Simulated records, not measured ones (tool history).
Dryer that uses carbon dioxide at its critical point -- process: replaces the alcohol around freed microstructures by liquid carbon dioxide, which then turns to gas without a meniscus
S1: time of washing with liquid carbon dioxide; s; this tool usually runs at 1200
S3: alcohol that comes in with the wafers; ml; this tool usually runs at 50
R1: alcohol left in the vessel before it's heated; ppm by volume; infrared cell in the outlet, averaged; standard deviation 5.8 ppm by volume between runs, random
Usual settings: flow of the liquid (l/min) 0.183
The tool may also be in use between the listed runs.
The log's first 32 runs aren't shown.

Run 33, hour 981.8: usual settings but S3 65 ml. Result: R1 625 ppm by volume.
Run 34, hour 1004.4: usual settings but S1 840 s, flow of the liquid (l/min) 0.175, S3 36 ml. Result: R1 1924 ppm by volume.
Run 35, hour 1023.8: usual settings but S1 1080 s, flow of the liquid (l/min) 0.265, S3 29 ml. Result: R1 137 ppm by volume.
Run 36, hour 1063.9: usual settings but S1 1800 s, S3 47 ml. Result: R1 122 ppm by volume.
Run 37, hour 1101.6: usual settings but flow of the liquid (l/min) 0.211. Result: R1 274 ppm by volume.
Run 38, hour 1134.4: usual settings but flow of the liquid (l/min) 0.249, S3 48 ml. Result: R1 154 ppm by volume.
At hour 1138.2: inlet filter changed.
Run 39, hour 1170.1: usual settings but S1 780 s, flow of the liquid (l/min) 0.264, S3 49 ml. Result: R1 342 ppm by volume.
Run 40, hour 1194.9: usual settings but S1 780 s, flow of the liquid (l/min) 0.264, S3 49 ml. Result: R1 352 ppm by volume.
Run 41, hour 1231.7: usual settings but S1 1320 s, S3 55 ml. Result: R1 228 ppm by volume.
Run 42, hour 1270.7: usual settings but S1 1680 s, S3 86 ml. Result: R1 134 ppm by volume.
Run 43, hour 1306.5: usual settings but S1 900 s, S3 114 ml. Result: R1 2460 ppm by volume.
Run 44, hour 1335.7: usual settings but S1 900 s, S3 114 ml. Result: R1 2545 ppm by volume.
Run 45, hour 1371.1: usual settings but S1 840 s, flow of the liquid (l/min) 0.265, S3 92 ml. Result: R1 455 ppm by volume.
Run 46, hour 1393.2: usual settings but S1 840 s, flow of the liquid (l/min) 0.116, S3 28 ml. Result: R1 4327 ppm by volume.

Each row is a separate what-if for the run after 46, all from the same tool condition, not one after another. Results?
Run A, hour 1422.1: usual settings but S1 1020 s, flow of the liquid (l/min) 0.235, S3 65 ml. Result: R1 ?.
Run B, hour 1422.1: usual settings but S1 960 s. Result: R1 ?.
Run C, hour 1422.1: usual settings but S1 960 s, flow of the liquid (l/min) 0.162, S3 91 ml. Result: R1 ?.

run    R1
  A   286
  B   906
  C  2761
What these runs would have given with no unlogged condition in the tool:
run    R1
  A   131
  B   652
  C  2224

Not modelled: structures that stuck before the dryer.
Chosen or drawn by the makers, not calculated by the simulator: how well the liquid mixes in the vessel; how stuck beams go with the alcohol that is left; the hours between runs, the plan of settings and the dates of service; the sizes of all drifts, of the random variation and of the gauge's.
